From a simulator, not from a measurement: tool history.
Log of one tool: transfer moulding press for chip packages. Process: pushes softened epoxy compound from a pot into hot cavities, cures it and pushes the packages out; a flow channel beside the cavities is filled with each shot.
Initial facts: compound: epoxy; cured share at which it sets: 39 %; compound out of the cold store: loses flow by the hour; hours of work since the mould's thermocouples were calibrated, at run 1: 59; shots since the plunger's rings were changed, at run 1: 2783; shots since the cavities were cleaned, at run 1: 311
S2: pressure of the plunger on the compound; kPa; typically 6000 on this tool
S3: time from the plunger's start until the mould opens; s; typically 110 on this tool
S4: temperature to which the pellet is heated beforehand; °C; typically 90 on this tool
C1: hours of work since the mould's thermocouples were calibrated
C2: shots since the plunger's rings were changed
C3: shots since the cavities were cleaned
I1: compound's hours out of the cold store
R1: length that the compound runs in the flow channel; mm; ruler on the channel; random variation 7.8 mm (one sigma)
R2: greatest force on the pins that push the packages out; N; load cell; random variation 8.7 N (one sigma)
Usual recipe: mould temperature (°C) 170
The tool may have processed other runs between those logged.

run 1 day=0.000 | mould_temperature_(°C)=170 S2=6000 S3=110 S4=90 | C1=59 C2=2783 C3=311 | I1=36.4 | R1=818 R2=455
run 2 day=0.488 | mould_temperature_(°C)=170 S2=6000 S3=110 S4=90 | C1=68 C2=2930 C3=458 | I1=25.3 | R1=844 R2=514
run 3 day=0.904 | mould_temperature_(°C)=170 S2=6000 S3=110 S4=92 | C1=76 C2=3055 C3=583 | I1=43.9 | R1=794 R2=532
run 4 day=1.242 | mould_temperature_(°C)=170 S2=6000 S3=110 S4=92 | C1=83 C2=3156 C3=684 | I1=15.1 | R1=870 R2=559
run 5 day=1.688 | mould_temperature_(°C)=164 S2=6000 S3=110 S4=90 | C1=91 C2=3291 C3=819 | I1=16.1 | R1=889 R2=814
-- day=1.846 cavities cleaned with cleaning compound and waxed
run 6 day=2.062 | mould_temperature_(°C)=164 S2=6000 S3=110 S4=90 | C1=97 C2=3385 C3=65 | I1=41.3 | R1=814 R2=865
run 7 day=2.550 | mould_temperature_(°C)=164 S2=6000 S3=110 S4=90 | C1=106 C2=3531 C3=211 | I1=31.2 | R1=835 R2=891
-- day=2.904 plunger's sealing rings changed
run 8 day=2.933 | mould_temperature_(°C)=170 S2=6000 S3=110 S4=90 | C1=112 C2=8 C3=295 | I1=24.3 | R1=881 R2=638
run 9 day=3.379 | mould_temperature_(°C)=170 S2=6000 S3=110 S4=90 | C1=120 C2=142 C3=429 | I1=35.5 | R1=848 R2=621
run 10 day=3.638 | mould_temperature_(°C)=170 S2=6000 S3=110 S4=90 | C1=125 C2=220 C3=507 | I1=13.2 | R1=917 R2=685
run 11 day=4.062 | mould_temperature_(°C)=170 S2=6000 S3=110 S4=90 | C1=133 C2=347 C3=634 | I1=27.9 | R1=866 R2=664
run 12 day=4.429 | mould_temperature_(°C)=170 S2=6000 S3=110 S4=90 | C1=140 C2=458 C3=745 | I1=41.7 | R1=828 R2=639
run 13 day=4.638 | mould_temperature_(°C)=170 S2=6000 S3=110 S4=90 | C1=144 C2=521 C3=808 | I1=33.9 | R1=842 R2=624
-- day=4.742 cavities cleaned with cleaning compound and waxed, once more
run 14 day=5.196 | mould_temperature_(°C)=170 S2=6000 S3=110 S4=90 | C1=154 C2=670 C3=136 | I1=45.7 | R1=827 R2=431
run 15 day=5.600 | mould_temperature_(°C)=167 S2=6000 S3=110 S4=90 | C1=161 C2=791 C3=257 | I1=25.1 | R1=871 R2=559
run 16 day=6.008 | mould_temperature_(°C)=167 S2=6000 S3=110 S4=90 | C1=169 C2=914 C3=380 | I1=19.6 | R1=880 R2=577
run 17 day=6.508 | mould_temperature_(°C)=167 S2=6000 S3=110 S4=90 | C1=179 C2=1064 C3=530 | I1=46.0 | R1=826 R2=618
run 18 day=6.867 | mould_temperature_(°C)=166 S2=6090 S3=94 S4=87 | C1=186 C2=1172 C3=638 | I1=13.7 | R1=908 R2=979
run 19 day=7.150 | mould_temperature_(°C)=170 S2=6000 S3=122 S4=84 | C1=191 C2=1257 C3=723 | I1=14.1 | R1=896 R2=533
-- day=7.621 cavities cleaned with cleaning compound and waxed
run 20 day=7.621 | mould_temperature_(°C)=170 S2=6040 S3=106 S4=84 | C1=199 C2=1379 C3=0 | I1=16.6 | R1=883 R2=428
run 21 day=7.925 | mould_temperature_(°C)=167 S2=6000 S3=140 S4=85 | C1=205 C2=1471 C3=92 | I1=20.2 | R1=887 R2=411
run 22 day=8.142 | mould_temperature_(°C)=170 S2=6140 S3=110 S4=90 | C1=209 C2=1536 C3=157 | I1=37.2 | R1=837 R2=450
run 23 day=8.508 | mould_temperature_(°C)=170 S2=6140 S3=110 S4=90 | C1=216 C2=1647 C3=268 | I1=21.8 | R1=885 R2=452
run 24 day=8.975 | mould_temperature_(°C)=170 S2=6170 S3=110 S4=90 | C1=225 C2=1787 C3=408 | I1=13.3 | R1=892 R2=501
run 25 day=9.292 | mould_temperature_(°C)=170 S2=6170 S3=110 S4=90 | C1=231 C2=1882 C3=503 | I1=39.3 | R1=816 R2=528
run 26 day=9.679 | mould_temperature_(°C)=170 S2=6120 S3=110 S4=90 | C1=238 C2=1998 C3=619 | I1=13.8 | R1=888 R2=558
run 27 day=10.021 | mould_temperature_(°C)=172 S2=5600 S3=102 S4=96 | C1=245 C2=2101 C3=722 | I1=40.3 | R1=774 R2=544
-- day=10.529 cavities cleaned with cleaning compound and waxed
run 28 day=10.533 | mould_temperature_(°C)=176 S2=6530 S3=102 S4=96 | C1=253 C2=2237 C3=2 | I1=30.0 | R1=846 R2=369

4 ways to go on from here, each from the tool as it stands after run 28. What would each give?
run A day=10.792 | mould_temperature_(°C)=176 S2=5010 S3=102 S4=96 | C1=258 C2=2315 C3=80 | I1=15.7 | R1=? R2=?
run B day=10.792 | mould_temperature_(°C)=176 S2=6450 S3=125 S4=99 | C1=258 C2=2315 C3=80 | I1=44.1 | R1=? R2=?
run C day=10.792 | mould_temperature_(°C)=176 S2=6530 S3=145 S4=96 | C1=258 C2=2315 C3=80 | I1=28.8 | R1=? R2=?
run D day=10.792 | mould_temperature_(°C)=176 S2=4990 S3=108 S4=96 | C1=258 C2=2315 C3=80 | I1=12.4 | R1=? R2=?

run=A R1=771 R2=385
run=B R1=808 R2=380
run=C R1=851 R2=387
run=D R1=781 R2=382
The same runs, with their run-to-run variation unchanged, on a tool lacking any hidden condition would have given:
run=A R1=804 R2=350
run=B R1=841 R2=348
run=C R1=887 R2=355
run=D R1=814 R2=348

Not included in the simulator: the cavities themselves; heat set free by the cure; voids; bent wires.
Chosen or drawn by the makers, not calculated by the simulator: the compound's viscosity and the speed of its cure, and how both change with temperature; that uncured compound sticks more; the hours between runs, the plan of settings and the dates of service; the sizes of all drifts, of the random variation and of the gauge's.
